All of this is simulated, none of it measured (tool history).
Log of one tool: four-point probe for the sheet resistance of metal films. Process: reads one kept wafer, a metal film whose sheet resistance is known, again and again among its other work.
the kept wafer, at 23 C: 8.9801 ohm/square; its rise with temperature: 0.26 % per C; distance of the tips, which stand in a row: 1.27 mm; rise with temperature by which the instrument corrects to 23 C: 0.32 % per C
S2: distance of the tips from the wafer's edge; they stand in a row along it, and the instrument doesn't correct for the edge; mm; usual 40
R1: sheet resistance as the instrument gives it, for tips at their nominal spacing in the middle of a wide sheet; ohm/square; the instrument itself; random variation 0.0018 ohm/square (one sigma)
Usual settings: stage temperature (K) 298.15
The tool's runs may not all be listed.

Run 1, day 0: usual settings. Result: R1 8.956888 ohm/square.
Run 2, day 0.417: usual settings. Result: R1 8.95495 ohm/square.
Run 3, day 0.975: usual settings but stage temperature (K) 301.15. Result: R1 8.939649 ohm/square.
Run 4, day 1.638: usual settings but stage temperature (K) 301.15. Result: R1 8.938603 ohm/square.
Run 5, day 2.192: usual settings but stage temperature (K) 301.15. Result: R1 8.940844 ohm/square.
Run 6, day 2.733: usual settings but stage temperature (K) 301.15. Result: R1 8.939149 ohm/square.
Run 7, day 3.358: usual settings but stage temperature (K) 300.15. Result: R1 8.947082 ohm/square.
Run 8, day 3.8: usual settings. Result: R1 8.955659 ohm/square.
Run 9, day 4.196: usual settings. Result: R1 8.955774 ohm/square.
Run 10, day 4.679: usual settings but stage temperature (K) 305.15. Result: R1 8.919722 ohm/square.
Run 11, day 5.175: usual settings but stage temperature (K) 306.15. Result: R1 8.911485 ohm/square.
Run 12, day 5.758: usual settings but S2 28 mm. Result: R1 8.96203 ohm/square.
Run 13, day 6.108: usual settings but S2 6 mm. Result: R1 9.164151 ohm/square.
Run 14, day 6.817: usual settings but S2 14 mm. Result: R1 8.993745 ohm/square.
Run 15, day 7.5: usual settings but S2 14 mm. Result: R1 8.992719 ohm/square.
Run 16, day 7.879: usual settings but S2 14 mm. Result: R1 8.990949 ohm/square.
Run 17, day 8.183: usual settings but stage temperature (K) 293.15, S2 14 mm. Result: R1 9.02252 ohm/square.
Run 18, day 8.812: usual settings but stage temperature (K) 293.15, S2 14 mm. Result: R1 9.024729 ohm/square.
Run 19, day 9.154: usual settings but stage temperature (K) 301.15, S2 14 mm. Result: R1 8.980003 ohm/square.
Run 20, day 9.662: usual settings but stage temperature (K) 301.15, S2 14 mm. Result: R1 8.973939 ohm/square.
Run 21, day 10.079: usual settings but stage temperature (K) 301.15, S2 14 mm. Result: R1 8.977161 ohm/square.
Run 22, day 10.567: usual settings but stage temperature (K) 301.15, S2 14 mm. Result: R1 8.975522 ohm/square.
Run 23, day 11.258: usual settings but stage temperature (K) 304.15, S2 20 mm. Result: R1 8.937188 ohm/square.
Run 24, day 11.592: usual settings but stage temperature (K) 294.15, S2 16 mm. Result: R1 9.009523 ohm/square.
Run 25, day 12.238: usual settings but stage temperature (K) 294.15, S2 16 mm. Result: R1 9.009417 ohm/square.
Run 26, day 12.888: usual settings but stage temperature (K) 299.15, S2 16 mm. Result: R1 8.981302 ohm/square.
Run 27, day 13.25: usual settings but stage temperature (K) 297.15. Result: R1 8.965376 ohm/square.
Run 28, day 13.612: usual settings but stage temperature (K) 297.15, S2 7 mm. Result: R1 9.121572 ohm/square.
Run 29, day 14.3: usual settings but S2 50 mm. Result: R1 8.959835 ohm/square.
Run 30, day 14.638: usual settings but S2 50 mm. Result: R1 8.956287 ohm/square.
Run 31, day 14.996: usual settings but stage temperature (K) 306.15, S2 10 mm. Result: R1 8.986166 ohm/square.
Run 32, day 15.317: usual settings but stage temperature (K) 293.15, S2 12 mm. Result: R1 9.039517 ohm/square.
Run 33, day 15.929: usual settings but stage temperature (K) 308.15, S2 10 mm. Result: R1 8.976846 ohm/square.
Run 34, day 16.646: usual settings but stage temperature (K) 305.15, S2 4 mm. Result: R1 9.374094 ohm/square.
Run 35, day 17.238: usual settings but stage temperature (K) 294.15, S2 8 mm. Result: R1 9.100417 ohm/square.
Run 36, day 17.542: usual settings but stage temperature (K) 303.15, S2 51 mm. Result: R1 8.93468 ohm/square.
Run 37, day 18.221: usual settings but stage temperature (K) 303.15, S2 51 mm. Result: R1 8.928929 ohm/square.
Run 38, day 18.612: usual settings but stage temperature (K) 303.15, S2 51 mm. Result: R1 8.934586 ohm/square.
Run 39, day 19.15: usual settings but stage temperature (K) 300.15, S2 9 mm. Result: R1 9.037382 ohm/square.
Run 40, day 19.475: usual settings but stage temperature (K) 308.15, S2 67 mm. Result: R1 8.902205 ohm/square.
Run 41, day 20.017: usual settings but stage temperature (K) 300.15, S2 16 mm. Result: R1 8.974187 ohm/square.
Run 42, day 20.725: usual settings but stage temperature (K) 303.15, S2 24 mm. Result: R1 8.94338 ohm/square.
Run 43, day 21.258: usual settings but stage temperature (K) 294.15, S2 17 mm. Result: R1 9.006924 ohm/square.
Run 44, day 21.846: usual settings but stage temperature (K) 307.15, S2 11 mm. Result: R1 8.968281 ohm/square.

Forecast each of these 4 alternatives for the next run:
Run A, day 22.396: usual settings but stage temperature (K) 295.15, S2 9 mm. Result: R1 ?.
Run B, day 22.396: usual settings but stage temperature (K) 304.15, S2 6 mm. Result: R1 ?.
Run C, day 22.396: usual settings but S2 37 mm. Result: R1 ?.
Run D, day 22.396: usual settings but stage temperature (K) 307.15, S2 3 mm. Result: R1 ?.

run        R1
  A  9.070374
  B  9.130071
  C  8.963631
  D  9.686251
Without the tool's hidden state the same runs would have given:
run        R1
  A  9.081517
  B  9.141154
  C  8.974605
  D  9.697933
